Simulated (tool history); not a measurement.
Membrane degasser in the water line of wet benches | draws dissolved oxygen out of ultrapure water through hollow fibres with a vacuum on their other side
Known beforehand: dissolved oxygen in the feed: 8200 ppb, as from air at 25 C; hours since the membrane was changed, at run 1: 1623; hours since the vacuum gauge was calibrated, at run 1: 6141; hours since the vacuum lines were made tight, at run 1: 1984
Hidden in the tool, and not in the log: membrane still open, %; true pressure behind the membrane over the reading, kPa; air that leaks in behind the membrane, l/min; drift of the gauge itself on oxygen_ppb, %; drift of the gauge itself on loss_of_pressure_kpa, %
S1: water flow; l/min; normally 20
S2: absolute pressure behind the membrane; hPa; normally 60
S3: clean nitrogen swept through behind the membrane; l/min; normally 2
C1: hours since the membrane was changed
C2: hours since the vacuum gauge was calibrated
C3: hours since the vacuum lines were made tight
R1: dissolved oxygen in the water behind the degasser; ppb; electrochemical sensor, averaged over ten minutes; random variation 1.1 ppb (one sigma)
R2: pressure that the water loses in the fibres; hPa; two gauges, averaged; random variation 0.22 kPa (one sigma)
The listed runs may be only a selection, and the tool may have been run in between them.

run,hour,S1,S2,S3,C1,C2,C3,R1,R2
1,0,20,60,2,1623,6141,1984,109.1,553.7
2,116.4,20,60,2,1739,6258,2101,108.1,557
3,180,20,60,2,1803,6321,2164,108.8,553.2
4,266,20,60,2,1889,6407,2250,109.3,553.1
5,326.6,20,60,2,1949,6468,2311,110.1,555.1
6,401.5,28,60,2,2024,6543,2386,193.3,778.8
7,520.3,28,60,2,2143,6661,2505,190.1,770.6
8,599.2,20,60,2,2222,6740,2584,109.3,553.4
9,713,20,60,2,2336,6854,2697,108,553
# hour 767.8: vacuum gauge calibrated
10,818.6,20,60,2,2441,51,2803,108.3,547.8
11,952.1,20,60,2,2575,184,2936,111.5,551.8
12,1063,20,60,2,2685,295,3047,109,547.1
13,1197,20,60,2,2819,429,3181,108.7,552.6
14,1283.9,20,60,2,2906,516,3268,108.7,547
15,1402.3,20,60,2,3025,634,3386,108.7,548.4
16,1482.5,22,60,2,3105,715,3466,129.5,604.1
17,1538.8,22,60,2,3161,771,3523,130.5,603.6
18,1596.7,28,118.8,2,3219,829,3581,374.8,765.8
19,1691.2,28,136.4,1.18,3314,923,3675,607.1,760.5
20,1807.9,22,130.9,2.92,3430,1040,3792,231.2,600.4
21,1916.8,22,127.5,4.77,3539,1149,3901,164.8,605.3
22,2022.9,22,133.7,1.51,3645,1255,4007,387.8,599.4
23,2155.6,28,65.8,4.67,3778,1388,4139,154.1,759.6
24,2255.8,28,53.6,4.67,3878,1488,4240,137.3,759.5
25,2327.8,29,53.6,4.67,3950,1560,4312,146.4,784.6
26,2439.7,14,65.2,4.48,4062,1672,4424,40.2,379.3
27,2558.3,19,63.2,4.59,4181,1790,4542,68.9,515.1
28,2677.8,19,145.5,1.49,4300,1910,4662,358.9,513.1
# hour 2709: gauge calibrated
29,2812.4,24,37.7,5.49,4435,2045,4796,76.9,666.2
30,2877.2,20,109.8,1.82,4500,2109,4861,237.5,550.9
31,2945.2,20,109.8,1.82,4568,2177,4929,236.5,552.9
32,3045.7,20,109.8,1.82,4668,2278,5030,243,551.9

Consider 3 possible next runs. They are alternatives, not a sequence: every one starts from the tool as it was left by run 32. What does each give?
A,3143.4,20,109.8,2.42,4766,2376,5127,?,?
B,3143.4,14,63.3,3.67,4766,2376,5127,?,?
C,3143.4,12,68.4,2,4766,2376,5127,?,?

run,R1,R2
A,197.2,553.9
B,44.1,385.9
C,60,331.2
Had the tool no hidden state, the same runs would have come out as:
run,R1,R2
A,197.1,556.1
B,44,387.4
C,59.9,332.5

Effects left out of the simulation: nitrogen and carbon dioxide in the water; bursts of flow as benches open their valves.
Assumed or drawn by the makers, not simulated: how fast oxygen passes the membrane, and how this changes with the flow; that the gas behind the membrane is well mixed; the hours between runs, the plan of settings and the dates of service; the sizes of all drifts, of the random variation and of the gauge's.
